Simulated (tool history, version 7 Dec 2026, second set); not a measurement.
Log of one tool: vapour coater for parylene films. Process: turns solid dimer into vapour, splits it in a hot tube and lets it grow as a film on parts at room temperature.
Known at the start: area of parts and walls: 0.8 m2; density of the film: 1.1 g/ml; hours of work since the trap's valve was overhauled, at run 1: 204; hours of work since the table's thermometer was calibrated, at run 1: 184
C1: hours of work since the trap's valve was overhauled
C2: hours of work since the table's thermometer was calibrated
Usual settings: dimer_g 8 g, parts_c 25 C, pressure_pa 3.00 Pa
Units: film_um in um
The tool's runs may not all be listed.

Run 1, day 0.000: usual settings; C1 204; C2 184. Result: film_um 5.60 um.
Run 2, day 0.729: usual settings; C1 217; C2 198. Result: film_um 5.52 um.
Run 3, day 1.312: usual settings but pressure_pa 2.86 Pa; C1 228; C2 209. Result: film_um 5.57 um.
Run 4, day 1.817: usual settings; C1 237; C2 218. Result: film_um 5.49 um.
Run 5, day 2.588: usual settings; C1 251; C2 232. Result: film_um 5.46 um.
Run 6, day 3.342: usual settings but pressure_pa 6.53 Pa; C1 265; C2 246. Result: film_um 5.12 um.
Run 7, day 3.979: usual settings but pressure_pa 6.53 Pa; C1 277; C2 258. Result: film_um 5.08 um.
Run 8, day 4.662: usual settings; C1 290; C2 270. Result: film_um 5.41 um.
Run 9, day 5.221: usual settings but parts_c 20 C; C1 300; C2 281. Result: film_um 6.88 um.
Run 10, day 5.604: usual settings but parts_c 20 C; C1 307; C2 288. Result: film_um 6.80 um.
At day 5.708: table's thermometer calibrated.
Run 11, day 6.275: usual settings but parts_c 20 C; C1 319; C2 10. Result: film_um 6.88 um.
Run 12, day 6.717: usual settings but parts_c 19 C, pressure_pa 6.21 Pa; C1 327; C2 19. Result: film_um 6.71 um.
Run 13, day 7.433: usual settings but parts_c 19 C, pressure_pa 6.21 Pa; C1 340; C2 32. Result: film_um 6.70 um.
Run 14, day 8.042: usual settings but dimer_g 6 g, parts_c 26 C; C1 351; C2 43. Result: film_um 3.71 um.
Run 15, day 8.408: usual settings but dimer_g 6 g, parts_c 18 C; C1 358; C2 50. Result: film_um 5.67 um.
Run 16, day 8.771: usual settings but dimer_g 12 g; C1 365; C2 57. Result: film_um 7.88 um.

5 ways to go on from here, each from the tool as it stands after run 16. What would each give?
At day 9.254: table's thermometer calibrated, once more.
Run A, day 9.533: usual settings but parts_c 22 C, pressure_pa 3.50 Pa; C1 378; C2 5. Result: film_um ?.
At day 9.254: table's thermometer calibrated, once more.
Run B, day 9.533: usual settings but dimer_g 10 g; C1 378; C2 5. Result: film_um ?.
At day 9.254: table's thermometer calibrated, once more.
Run C, day 9.533: usual settings but dimer_g 5 g; C1 378; C2 5. Result: film_um ?.
At day 9.254: table's thermometer calibrated, once more.
Run D, day 9.533: usual settings but parts_c 18 C, pressure_pa 2.16 Pa; C1 378; C2 5. Result: film_um ?.
At day 9.254: table's thermometer calibrated, once more.
Run E, day 9.533: usual settings but dimer_g 3 g, parts_c 18 C, pressure_pa 5.74 Pa; C1 378; C2 5. Result: film_um ?.

run  film_um
  A     6.22
  B     6.71
  C     3.34
  D     7.85
  E     2.76
Without the tool's hidden state the same runs would have given:
run  film_um
  A     6.86
  B     7.40
  C     3.68
  D     8.66
  E     3.04
